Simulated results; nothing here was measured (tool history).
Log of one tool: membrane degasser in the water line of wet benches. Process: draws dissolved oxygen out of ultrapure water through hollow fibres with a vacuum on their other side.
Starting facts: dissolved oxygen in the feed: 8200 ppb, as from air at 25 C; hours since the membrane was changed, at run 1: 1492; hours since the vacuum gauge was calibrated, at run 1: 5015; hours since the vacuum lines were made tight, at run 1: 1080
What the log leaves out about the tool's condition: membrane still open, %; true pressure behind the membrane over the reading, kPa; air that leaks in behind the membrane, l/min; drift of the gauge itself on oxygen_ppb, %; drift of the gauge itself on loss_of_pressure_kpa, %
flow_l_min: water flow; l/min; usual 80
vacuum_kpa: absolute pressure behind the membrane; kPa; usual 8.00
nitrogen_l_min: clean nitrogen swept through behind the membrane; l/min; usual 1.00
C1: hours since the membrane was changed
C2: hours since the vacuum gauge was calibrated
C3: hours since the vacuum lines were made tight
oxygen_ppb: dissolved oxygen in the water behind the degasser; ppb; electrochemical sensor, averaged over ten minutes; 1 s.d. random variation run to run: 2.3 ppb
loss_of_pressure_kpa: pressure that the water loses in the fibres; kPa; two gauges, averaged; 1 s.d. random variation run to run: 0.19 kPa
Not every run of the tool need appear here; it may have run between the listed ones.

run 1 hour=0.0 | flow_l_min=80 vacuum_kpa=8.00 nitrogen_l_min=1.00 | C1=1492 C2=5015 C3=1080 | oxygen_ppb=617.3 loss_of_pressure_kpa=39.14
run 2 hour=71.6 | flow_l_min=80 vacuum_kpa=8.00 nitrogen_l_min=1.00 | C1=1564 C2=5087 C3=1152 | oxygen_ppb=621.7 loss_of_pressure_kpa=39.16
run 3 hour=112.0 | flow_l_min=80 vacuum_kpa=8.00 nitrogen_l_min=1.00 | C1=1604 C2=5127 C3=1192 | oxygen_ppb=624.1 loss_of_pressure_kpa=39.03
run 4 hour=163.7 | flow_l_min=53 vacuum_kpa=8.00 nitrogen_l_min=1.00 | C1=1656 C2=5179 C3=1244 | oxygen_ppb=461.2 loss_of_pressure_kpa=25.92
run 5 hour=241.9 | flow_l_min=53 vacuum_kpa=8.00 nitrogen_l_min=1.00 | C1=1734 C2=5257 C3=1322 | oxygen_ppb=458.8 loss_of_pressure_kpa=25.99
run 6 hour=286.2 | flow_l_min=80 vacuum_kpa=8.00 nitrogen_l_min=1.01 | C1=1778 C2=5301 C3=1367 | oxygen_ppb=622.0 loss_of_pressure_kpa=38.86
run 7 hour=330.0 | flow_l_min=80 vacuum_kpa=8.00 nitrogen_l_min=1.01 | C1=1822 C2=5345 C3=1410 | oxygen_ppb=614.5 loss_of_pressure_kpa=39.10
run 8 hour=408.5 | flow_l_min=80 vacuum_kpa=8.00 nitrogen_l_min=1.01 | C1=1901 C2=5424 C3=1489 | oxygen_ppb=613.1 loss_of_pressure_kpa=39.26
run 9 hour=467.3 | flow_l_min=80 vacuum_kpa=8.00 nitrogen_l_min=1.00 | C1=1960 C2=5483 C3=1548 | oxygen_ppb=616.1 loss_of_pressure_kpa=39.36
run 10 hour=508.6 | flow_l_min=80 vacuum_kpa=8.00 nitrogen_l_min=1.00 | C1=2001 C2=5524 C3=1589 | oxygen_ppb=623.4 loss_of_pressure_kpa=39.03
run 11 hour=585.0 | flow_l_min=80 vacuum_kpa=8.00 nitrogen_l_min=1.00 | C1=2077 C2=5600 C3=1665 | oxygen_ppb=619.8 loss_of_pressure_kpa=39.05
run 12 hour=656.5 | flow_l_min=80 vacuum_kpa=8.00 nitrogen_l_min=1.00 | C1=2149 C2=5672 C3=1737 | oxygen_ppb=619.4 loss_of_pressure_kpa=39.02
run 13 hour=695.0 | flow_l_min=80 vacuum_kpa=8.00 nitrogen_l_min=1.07 | C1=2187 C2=5710 C3=1775 | oxygen_ppb=595.3 loss_of_pressure_kpa=38.97
run 14 hour=759.5 | flow_l_min=61 vacuum_kpa=8.00 nitrogen_l_min=1.00 | C1=2252 C2=5775 C3=1840 | oxygen_ppb=510.2 loss_of_pressure_kpa=29.93
run 15 hour=839.4 | flow_l_min=61 vacuum_kpa=10.48 nitrogen_l_min=1.11 | C1=2332 C2=5855 C3=1920 | oxygen_ppb=700.5 loss_of_pressure_kpa=30.13
run 16 hour=881.2 | flow_l_min=62 vacuum_kpa=8.00 nitrogen_l_min=1.00 | C1=2373 C2=5896 C3=1962 | oxygen_ppb=514.2 loss_of_pressure_kpa=29.87
run 17 hour=926.7 | flow_l_min=62 vacuum_kpa=8.00 nitrogen_l_min=1.00 | C1=2419 C2=5942 C3=2007 | oxygen_ppb=514.0 loss_of_pressure_kpa=30.46
run 18 hour=997.8 | flow_l_min=92 vacuum_kpa=5.12 nitrogen_l_min=1.72 | C1=2490 C2=6013 C3=2078 | oxygen_ppb=216.7 loss_of_pressure_kpa=45.10
run 19 hour=1062.9 | flow_l_min=92 vacuum_kpa=5.12 nitrogen_l_min=1.72 | C1=2555 C2=6078 C3=2143 | oxygen_ppb=215.5 loss_of_pressure_kpa=44.84
run 20 hour=1126.7 | flow_l_min=92 vacuum_kpa=5.12 nitrogen_l_min=1.72 | C1=2619 C2=6142 C3=2207 | oxygen_ppb=215.9 loss_of_pressure_kpa=44.57
run 21 hour=1170.9 | flow_l_min=61 vacuum_kpa=6.08 nitrogen_l_min=1.87 | C1=2663 C2=6186 C3=2251 | oxygen_ppb=194.1 loss_of_pressure_kpa=29.49
run 22 hour=1242.1 | flow_l_min=88 vacuum_kpa=4.91 nitrogen_l_min=1.90 | C1=2734 C2=6257 C3=2323 | oxygen_ppb=173.9 loss_of_pressure_kpa=43.07
run 23 hour=1311.0 | flow_l_min=80 vacuum_kpa=19.15 nitrogen_l_min=0.53 | C1=2803 C2=6326 C3=2391 | oxygen_ppb=2519.9 loss_of_pressure_kpa=39.34
run 24 hour=1352.0 | flow_l_min=54 vacuum_kpa=5.39 nitrogen_l_min=1.00 | C1=2844 C2=6367 C3=2432 | oxygen_ppb=218.0 loss_of_pressure_kpa=26.36
run 25 hour=1408.4 | flow_l_min=68 vacuum_kpa=8.00 nitrogen_l_min=0.43 | C1=2901 C2=6424 C3=2489 | oxygen_ppb=904.8 loss_of_pressure_kpa=33.24
run 26 hour=1450.7 | flow_l_min=71 vacuum_kpa=6.70 nitrogen_l_min=1.00 | C1=2943 C2=6466 C3=2531 | oxygen_ppb=424.7 loss_of_pressure_kpa=34.97

Branching from run 26: 4 alternative next runs. What would each branch give?
run A hour=1513.2 | flow_l_min=80 vacuum_kpa=11.93 nitrogen_l_min=2.72 | C1=3005 C2=6528 C3=2594 | oxygen_ppb=? loss_of_pressure_kpa=?
run B hour=1513.2 | flow_l_min=99 vacuum_kpa=6.70 nitrogen_l_min=1.00 | C1=3005 C2=6528 C3=2594 | oxygen_ppb=? loss_of_pressure_kpa=?
run C hour=1513.2 | flow_l_min=52 vacuum_kpa=9.39 nitrogen_l_min=2.23 | C1=3005 C2=6528 C3=2594 | oxygen_ppb=? loss_of_pressure_kpa=?
run D hour=1513.2 | flow_l_min=97 vacuum_kpa=8.00 nitrogen_l_min=1.00 | C1=3005 C2=6528 C3=2594 | oxygen_ppb=? loss_of_pressure_kpa=?

run=A oxygen_ppb=531.6 loss_of_pressure_kpa=39.33
run=B oxygen_ppb=553.1 loss_of_pressure_kpa=48.12
run=C oxygen_ppb=306.2 loss_of_pressure_kpa=25.21
run=D oxygen_ppb=712.4 loss_of_pressure_kpa=47.25
Without the tool's hidden state the same runs would have given:
run=A oxygen_ppb=531.4 loss_of_pressure_kpa=39.32
run=B oxygen_ppb=552.7 loss_of_pressure_kpa=48.11
run=C oxygen_ppb=306.1 loss_of_pressure_kpa=25.20
run=D oxygen_ppb=712.0 loss_of_pressure_kpa=47.24
